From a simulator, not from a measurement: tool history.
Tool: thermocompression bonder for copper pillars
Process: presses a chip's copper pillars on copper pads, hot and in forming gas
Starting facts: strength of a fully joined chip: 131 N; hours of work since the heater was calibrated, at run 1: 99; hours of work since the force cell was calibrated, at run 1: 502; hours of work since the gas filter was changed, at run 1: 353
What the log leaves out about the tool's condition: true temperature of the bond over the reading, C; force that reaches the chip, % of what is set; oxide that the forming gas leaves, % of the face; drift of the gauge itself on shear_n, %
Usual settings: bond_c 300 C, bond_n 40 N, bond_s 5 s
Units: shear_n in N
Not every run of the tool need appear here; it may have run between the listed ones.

run,hour,bond_c,bond_n,bond_s,hours of work since the heater was calibrated,hours of work since the force cell was calibrated,hours of work since the gas filter was changed,shear_n
1,0,300,40,5,99,502,353,82.5
2,10.4,300,40,5,104,506,357,82.4
3,16.1,300,40,5,106,509,360,82.6
4,26,300,40,5,111,513,364,82.4
5,34.1,329,40,5,114,517,367,101.6
6,42.5,329,37,5,118,520,371,100
7,54.4,329,37,5,123,525,376,98.8
8,62.6,329,37,5,127,529,380,100.4
9,68.6,329,37,5,129,532,383,100.6
10,77.8,300,40,4,133,536,387,78.1
11,85.5,300,40,5,137,539,390,83.5
12,91.5,300,40,5,139,542,393,81.5
13,102.4,300,40,11,144,546,397,97.9
14,111.3,300,40,5,148,550,401,81.6
15,117.3,300,40,5,151,553,404,82.2
16,126,300,40,5,154,557,408,80.9
17,139.6,300,40,4,160,563,414,77
18,152.2,300,40,5,166,568,419,81.6
19,162.2,300,40,5,170,573,423,80.3
20,170.9,300,40,5,174,576,427,81.4
21,177.6,300,40,5,177,579,430,80.8
22,186.2,282,40,4,181,583,434,61.9
23,196,321,30,4,185,587,438,82.4
24,209.8,317,30,5,191,593,444,81.8
25,221.6,326,45,7,196,599,449,106.6
26,234.5,326,45,7,202,604,455,106
27,245.5,282,32,5,207,609,460,57.8
28,253.4,282,32,5,210,612,463,58.2
29,261,282,32,7,214,616,467,64.4
30,267.5,282,32,7,216,619,470,65.2
31,280.6,304,54,13,222,624,475,108.2
# hour 293.7: forming gas filter changed
32,294,295,38,5,228,630,0,82.7
33,304.6,295,38,5,232,635,5,82.2
34,310.3,312,37,14,235,637,7,116
35,323.3,300,42,3,241,643,13,79.3
36,334.6,277,40,3,246,648,18,56.1
37,342,296,41,7,249,651,21,93.8
38,352.1,296,41,7,253,655,26,92.6
39,362.7,287,40,5,258,660,30,77.2
40,370.4,307,25,4,261,663,34,70.4
41,383,307,25,4,267,669,39,70.4

3 options for the next run, each taken on its own from the tool as it stands now. Forecast them:
A,393.4,309,25,4,271,673,44,?
B,393.4,280,28,7,271,673,44,?
C,393.4,273,35,4,271,673,44,?

run,shear_n
A,71.7
B,64.6
C,54.1
Without the tool's hidden state the same runs would have given:
run,shear_n
A,72.1
B,65.1
C,54.5
